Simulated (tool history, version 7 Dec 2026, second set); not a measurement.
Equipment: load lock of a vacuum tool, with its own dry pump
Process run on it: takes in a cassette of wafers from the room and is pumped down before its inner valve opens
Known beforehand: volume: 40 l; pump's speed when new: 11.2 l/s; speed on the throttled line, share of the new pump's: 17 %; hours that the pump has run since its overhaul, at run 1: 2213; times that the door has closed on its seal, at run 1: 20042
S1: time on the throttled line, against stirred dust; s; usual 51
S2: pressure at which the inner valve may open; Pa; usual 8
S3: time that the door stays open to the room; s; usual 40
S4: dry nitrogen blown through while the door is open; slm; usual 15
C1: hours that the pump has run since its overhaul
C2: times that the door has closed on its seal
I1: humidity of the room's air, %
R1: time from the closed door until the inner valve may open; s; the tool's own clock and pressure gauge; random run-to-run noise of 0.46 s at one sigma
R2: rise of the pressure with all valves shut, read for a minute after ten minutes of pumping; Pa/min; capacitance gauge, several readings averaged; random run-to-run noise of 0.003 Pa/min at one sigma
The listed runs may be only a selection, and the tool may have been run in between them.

Run 1, hour 0: usual settings; C1 2213; C2 20042; I1 45. Result: R1 77.2 s, R2 0.024 Pa/min.
Run 2, hour 222.6: usual settings; C1 2436; C2 20860; I1 39.8. Result: R1 77.1 s, R2 0.029 Pa/min.
Run 3, hour 512.5: usual settings; C1 2726; C2 21925; I1 48.3. Result: R1 76.7 s, R2 0.022 Pa/min.
Run 4, hour 830.3: usual settings; C1 3044; C2 23092; I1 49.5. Result: R1 76.8 s, R2 0.028 Pa/min.
Run 5, hour 1186.3: usual settings; C1 3400; C2 24399; I1 44.4. Result: R1 77.3 s, R2 0.02 Pa/min.
Run 6, hour 1376.2: usual settings but S3 222 s; C1 3590; C2 25097; I1 45.8. Result: R1 77 s, R2 0.043 Pa/min.
Run 7, hour 1593.5: usual settings but S3 222 s; C1 3807; C2 25895; I1 49.3. Result: R1 76.7 s, R2 0.047 Pa/min.
Run 8, hour 1881: usual settings but S3 222 s; C1 4094; C2 26951; I1 45.1. Result: R1 76.9 s, R2 0.043 Pa/min.
Run 9, hour 2184: usual settings; C1 4397; C2 28064; I1 42.1. Result: R1 75.8 s, R2 0.017 Pa/min.
Run 10, hour 2451.7: usual settings; C1 4665; C2 29047; I1 42.1. Result: R1 77 s, R2 0.023 Pa/min.
Run 11, hour 2728.2: usual settings; C1 4942; C2 30062; I1 48.3. Result: R1 77.3 s, R2 0.026 Pa/min.
Run 12, hour 3048.6: usual settings; C1 5262; C2 31239; I1 44.5. Result: R1 77.2 s, R2 0.025 Pa/min.
Run 13, hour 3419.7: usual settings; C1 5633; C2 32602; I1 43.9. Result: R1 76.2 s, R2 0.027 Pa/min.
Run 14, hour 3784.7: usual settings but S2 6 Pa; C1 5998; C2 33942; I1 46.3. Result: R1 77 s, R2 0.026 Pa/min.
Run 15, hour 4121.4: usual settings but S4 25 slm; C1 6335; C2 35179; I1 43.8. Result: R1 76.5 s, R2 0.02 Pa/min.
Run 16, hour 4419.3: usual settings but S4 25 slm; C1 6633; C2 36273; I1 44.6. Result: R1 76.2 s, R2 0.014 Pa/min.
At hour 4450.9: door's seal changed, seat wiped.
Run 17, hour 4654.6: usual settings but S4 25 slm; C1 6866; C2 748; I1 45.9. Result: R1 76.4 s, R2 0.013 Pa/min.
Run 18, hour 5037.5: usual settings but S4 18 slm; C1 7249; C2 2154; I1 44.1. Result: R1 76.4 s, R2 0.017 Pa/min.
Run 19, hour 5334.7: usual settings but S4 18 slm; C1 7547; C2 3245; I1 46.5. Result: R1 77 s, R2 0.022 Pa/min.
Run 20, hour 5659.8: usual settings but S1 28 s, S3 83 s, S4 18 slm; C1 7872; C2 4440; I1 46. Result: R1 57.7 s, R2 0.024 Pa/min.
Run 21, hour 6003: usual settings but S1 57 s, S2 9 Pa, S3 112 s, S4 18 slm; C1 8215; C2 5700; I1 44.6. Result: R1 81 s, R2 0.028 Pa/min.
Run 22, hour 6328.3: usual settings but S3 171 s, S4 11 slm; C1 8540; C2 6895; I1 48.2. Result: R1 75.9 s, R2 0.053 Pa/min.
Run 23, hour 6498: usual settings but S2 12 Pa, S3 32 s, S4 35 slm; C1 8710; C2 7518; I1 49.9. Result: R1 75.1 s, R2 0.016 Pa/min.
Run 24, hour 6870.2: usual settings but S2 7 Pa, S3 32 s, S4 35 slm; C1 9082; C2 8885; I1 43.6. Result: R1 77 s, R2 0.011 Pa/min.
Run 25, hour 7177.9: usual settings but S1 27 s, S3 135 s; C1 9390; C2 10015; I1 42.1. Result: R1 57.2 s, R2 0.036 Pa/min.
Run 26, hour 7490.5: usual settings but S1 27 s, S3 37 s, S4 34 slm; C1 9702; C2 11163; I1 45.6. Result: R1 56.9 s, R2 0.013 Pa/min.
At hour 7681.1: dry pump taken out, an overhauled one fitted.
Run 27, hour 7691: usual settings but S1 59 s, S2 9 Pa, S3 189 s; C1 10; C2 11877; I1 43.5. Result: R1 82.1 s, R2 0.038 Pa/min.
Run 28, hour 8006.9: usual settings but S1 46 s, S2 7 Pa, S3 32 s, S4 5 slm; C1 326; C2 13037; I1 44.3. Result: R1 73.3 s, R2 0.036 Pa/min.
Run 29, hour 8256.2: usual settings but S1 46 s, S2 7 Pa, S3 187 s, S4 16 slm; C1 575; C2 13953; I1 48.2. Result: R1 73 s, R2 0.045 Pa/min.
Run 30, hour 8649.1: usual settings but S1 46 s, S2 7 Pa, S3 187 s, S4 16 slm; C1 968; C2 15396; I1 44. Result: R1 73.2 s, R2 0.044 Pa/min.
Run 31, hour 8997.9: usual settings but S1 69 s, S2 14 Pa, S3 168 s, S4 7 slm; C1 1317; C2 16677; I1 47.1. Result: R1 89.4 s, R2 0.06 Pa/min.
Run 32, hour 9241.8: usual settings but S1 69 s, S2 14 Pa, S3 168 s, S4 7 slm; C1 1561; C2 17573; I1 44.7. Result: R1 90.2 s, R2 0.059 Pa/min.
Run 33, hour 9596.5: usual settings but S1 69 s, S2 14 Pa, S3 168 s, S4 7 slm; C1 1915; C2 18876; I1 42.9. Result: R1 90.6 s, R2 0.054 Pa/min.
Run 34, hour 9893: usual settings but S1 69 s, S2 14 Pa, S3 168 s, S4 7 slm; C1 2212; C2 19965; I1 45. Result: R1 88.5 s, R2 0.057 Pa/min.
Run 35, hour 10262.9: usual settings but S1 69 s, S2 12 Pa, S4 7 slm; C1 2582; C2 21323; I1 44.5. Result: R1 90.4 s, R2 0.038 Pa/min.
Run 36, hour 10430: usual settings but S1 27 s, S2 14 Pa, S3 27 s; C1 2749; C2 21937; I1 45.7. Result: R1 54.8 s, R2 0.021 Pa/min.

Predict each of these 5 candidate next runs independently; none follows another, all start after run 36:
Run A, hour 10732.2: usual settings but S1 27 s, S3 55 s; C1 3051; C2 23047; I1 42.8. Result: R1 ?, R2 ?.
Run B, hour 10732.2: usual settings but S4 35 slm; C1 3051; C2 23047; I1 46.9. Result: R1 ?, R2 ?.
Run C, hour 10732.2: usual settings but S1 27 s, S2 14 Pa, S3 27 s, S4 5 slm; C1 3051; C2 23047; I1 41.6. Result: R1 ?, R2 ?.
Run D, hour 10732.2: usual settings but S1 93 s, S2 9 Pa, S4 16 slm; C1 3051; C2 23047; I1 44.9. Result: R1 ?, R2 ?.
Run E, hour 10732.2: usual settings but S1 27 s, S3 54 s, S4 14 slm; C1 3051; C2 23047; I1 45.2. Result: R1 ?, R2 ?.

run     R1     R2
  A   56.9  0.026
  B   76.9  0.011
  C   54.8  0.031
  D  111.3  0.027
  E   56.1  0.028
Take away the tool's hidden state, keep each run's random variation, and the runs would have read:
run     R1     R2
  A   56.9  0.026
  B   76.9   0.01
  C   54.8  0.031
  D  111.3  0.027
  E   56.1  0.028
